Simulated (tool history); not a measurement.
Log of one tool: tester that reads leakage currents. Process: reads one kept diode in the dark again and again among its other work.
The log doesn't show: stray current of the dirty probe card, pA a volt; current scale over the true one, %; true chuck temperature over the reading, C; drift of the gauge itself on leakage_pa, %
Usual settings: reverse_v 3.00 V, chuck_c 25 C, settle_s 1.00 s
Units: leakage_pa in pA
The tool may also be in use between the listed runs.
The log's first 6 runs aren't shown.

run   hour  reverse_v  chuck_c  settle_s  hours of work since the probe card was cleaned  hours of work since the tester was calibrated  hours of work since the chuck was calibrated  leakage_pa
  7  173.8       3.00       25      0.61                                            2841                                            982                                           423       58.28
  8  209.0       3.00       25      0.61                                            2864                                           1005                                           446       57.46
  9  225.6       3.00       25      0.61                                            2875                                           1016                                           457       57.51
 10  240.9       3.00       25      1.15                                            2885                                           1026                                           467       57.09
 11  262.2       3.00       25      1.00                                            2899                                           1040                                           481       56.96
 12  298.9       3.00       25      0.40                                            2923                                           1064                                           505       57.10
 13  321.0       3.00       22      0.40                                            2938                                           1079                                           520       44.71
 14  354.4       3.00       22      0.40                                            2960                                           1101                                           542       44.36
 15  378.0       3.00       25      1.00                                            2976                                           1117                                           558       56.02
     386.1  -- chuck's temperature calibrated
 16  414.5       3.00       25      1.01                                            2998                                           1139                                            19       64.93
 17  446.3       3.00       25      1.01                                            3019                                           1160                                            40       64.53
     451.1  -- tester calibrated
 18  476.3       3.00       25      1.01                                            3038                                             17                                            58       64.02
 19  505.3       3.00       55      1.00                                            3057                                             36                                            77      589.13
 20  537.5       3.00       25      1.00                                            3078                                             57                                            99       63.57
 21  568.4       3.00       25      1.00                                            3099                                             77                                           119       63.74
 22  595.1       3.00       25      1.00                                            3116                                             95                                           137       62.71
     613.0  -- tester calibrated, once more
 23  613.0       9.88       57      2.46                                            3127                                              0                                           147     1173.09
 24  646.0       4.67       24      0.41                                            3149                                             22                                           169       72.08
 25  665.2       4.67       24      0.41                                            3161                                             34                                           182       71.61
 26  701.8       3.05       57      0.41                                            3185                                             59                                           206      656.05
 27  720.4       3.05       57      0.41                                            3198                                             71                                           218      650.63
 28  742.3       1.50       30      0.41                                            3212                                             85                                           233       64.17
 29  779.1       1.50       30      0.41                                            3236                                            110                                           257       64.16
     804.5  -- probe card cleaned and baked
 30  815.8       1.50       30      0.41                                               7                                            132                                           279       62.40
 31  831.7       3.00       21      1.00                                              18                                            142                                           290       41.83

Forecast run 32:
 32  852.3      14.92       49      2.64                                              32                                            156                                           303           ?

leakage_pa: 790.48 pA
Without the tool's hidden state the same run would have given leakage_pa 852.55 pA.
